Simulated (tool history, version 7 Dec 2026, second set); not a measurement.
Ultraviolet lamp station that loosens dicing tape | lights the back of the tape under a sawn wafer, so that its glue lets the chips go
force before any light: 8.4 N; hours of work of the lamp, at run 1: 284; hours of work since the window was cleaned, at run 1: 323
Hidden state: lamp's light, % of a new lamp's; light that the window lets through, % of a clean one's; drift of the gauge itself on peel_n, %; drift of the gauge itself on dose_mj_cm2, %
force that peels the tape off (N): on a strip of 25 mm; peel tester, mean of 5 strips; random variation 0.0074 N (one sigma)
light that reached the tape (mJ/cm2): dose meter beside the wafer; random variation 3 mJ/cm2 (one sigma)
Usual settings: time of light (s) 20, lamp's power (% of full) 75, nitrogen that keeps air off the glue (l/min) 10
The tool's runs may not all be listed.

run	day	time of light (s)	lamp's power (% of full)	nitrogen that keeps air off the glue (l/min)	hours of work of the lamp	hours of work since the window was cleaned	force that peels the tape off (N)	light that reached the tape (mJ/cm2)
1	0	20	75	10	284	323	0.386	378
2	0.425	20	75	10	292	331	0.371	374
3	1.071	20	75	10	304	343	0.381	370
4	1.683	20	75	10	316	354	0.399	372
5	2.092	20	70	10	323	362	0.466	345
6	2.592	20	75	10	333	371	0.401	366
7	2.958	20	75	10	340	378	0.406	362
8	3.571	20	75	10	351	390	0.416	366
9	3.9	20	75	10	357	396	0.416	360
10	4.325	20	75	10	365	404	0.429	358
11	4.65	20	75	10	371	410	0.428	357
12	5.067	20	84	10	379	418	0.337	401
13	5.5	20	84	10	387	426	0.339	399
14	5.846	20	84	6	394	432	0.51	394
15	6.429	20	84	6	405	443	0.51	389
# day 6.842: window cleaned of glue's vapour
16	6.954	20	88	10	414	2	0.357	389
17	7.521	20	75	10	425	13	0.518	326
18	7.9	20	75	10	432	20	0.546	324
19	8.512	20	75	10	443	31	0.517	322
20	8.917	20	75	10	451	39	0.534	321
21	9.367	32	78	8	459	47	0.237	535
# day 9.658: window cleaned of glue's vapour, once more
22	9.758	11	83	17	466	2	0.741	241
23	10.062	11	83	17	472	8	0.738	239
24	10.617	39	68	6	482	18	0.193	686
25	11.021	38	81	3	490	25	0.23	788
26	11.433	38	81	3	497	33	0.217	788
27	12.021	11	67	10	508	44	1.53	188
28	12.404	14	82	12	515	51	0.598	291
29	13.05	14	70	19	528	63	0.648	248
30	13.7	22	70	19	540	76	0.26	386
31	14.117	20	75	4	548	83	0.769	374
32	14.429	23	75	5	553	89	0.502	429
33	15	18	98	8	564	100	0.345	436
34	15.404	18	98	8	572	107	0.342	433
35	15.688	18	60	8	577	113	0.921	263
36	16.121	39	94	5	585	121	0.178	890
37	16.588	23	92	7	594	130	0.275	514
38	17.033	23	92	7	602	138	0.273	511
39	17.317	20	87	7	607	143	0.382	421
40	17.671	12	83	10	614	150	0.994	239

Forecast each of these 3 alternatives for the next run:
A	18.175	37	85	10	623	159	?	?
B	18.175	12	83	10	623	159	?	?
C	18.175	12	83	6	623	159	?	?

run	force that peels the tape off (N)	light that reached the tape (mJ/cm2)
A	0.164	748
B	1.031	239
C	1.458	239
Without the tool's hidden state the same runs would have given:
run	force that peels the tape off (N)	light that reached the tape (mJ/cm2)
A	0.159	943
B	0.644	301
C	0.957	301

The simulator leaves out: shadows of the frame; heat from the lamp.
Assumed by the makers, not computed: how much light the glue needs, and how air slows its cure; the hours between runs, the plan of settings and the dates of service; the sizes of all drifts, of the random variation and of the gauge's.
